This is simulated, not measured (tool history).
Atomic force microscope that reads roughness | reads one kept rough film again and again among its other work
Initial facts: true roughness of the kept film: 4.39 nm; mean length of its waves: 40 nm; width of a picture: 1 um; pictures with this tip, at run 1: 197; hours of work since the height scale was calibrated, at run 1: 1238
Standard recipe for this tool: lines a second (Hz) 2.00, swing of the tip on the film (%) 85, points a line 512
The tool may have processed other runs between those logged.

run	hour	lines a second (Hz)	swing of the tip on the film (%)	points a line	pictures with this tip	hours of work since the height scale was calibrated	roughness of the kept film (nm (root mean square))
1	0.0	2.00	85	512	197	1238	3.021
# hour 23.8: new tip fitted
2	27.0	2.00	85	512	6	1259	3.441
3	80.2	2.00	85	512	111	1301	3.185
4	105.1	2.00	85	512	160	1321	3.042
5	127.1	2.29	85	512	204	1338	2.893
# hour 146.9: new tip fitted
6	165.1	2.29	85	312	36	1367	3.284
7	215.2	2.29	85	312	134	1407	3.038
8	255.7	2.00	85	512	214	1438	2.966
# hour 271.4: new tip fitted
9	291.9	2.00	85	512	41	1466	3.368
10	342.0	0.50	72	263	139	1506	3.696
# hour 347.8: height scale calibrated on a step standard
# hour 393.2: new tip fitted
11	393.2	2.70	61	432	0	35	3.921
12	431.6	1.69	61	772	76	65	3.817
13	475.3	2.31	63	437	162	100	3.494
# hour 513.6: new tip fitted
14	520.6	2.00	63	707	14	135	3.981
15	553.9	1.41	85	512	79	161	3.464
# hour 568.1: height scale calibrated on a step standard, once more
16	591.1	1.41	85	512	151	18	3.193
17	612.8	2.00	84	512	194	35	2.982

Predict each of these 5 candidate next runs independently; none follows another, all start after run 17:
# hour 636.0: new tip fitted
A	636.0	1.34	58	270	0	53	?
# hour 636.0: new tip fitted
B	636.0	2.00	85	292	0	53	?
# hour 636.0: new tip fitted
C	636.0	0.67	59	512	0	53	?
# hour 636.0: new tip fitted
D	636.0	1.07	79	603	0	53	?
# hour 636.0: new tip fitted
E	636.0	3.01	57	512	0	53	?

run	roughness of the kept film (nm (root mean square))
A	4.005
B	3.417
C	4.102
D	3.809
E	3.882
Without the tool's hidden state the same runs would have given:
run	roughness of the kept film (nm (root mean square))
A	4.007
B	3.419
C	4.104
D	3.811
E	3.884
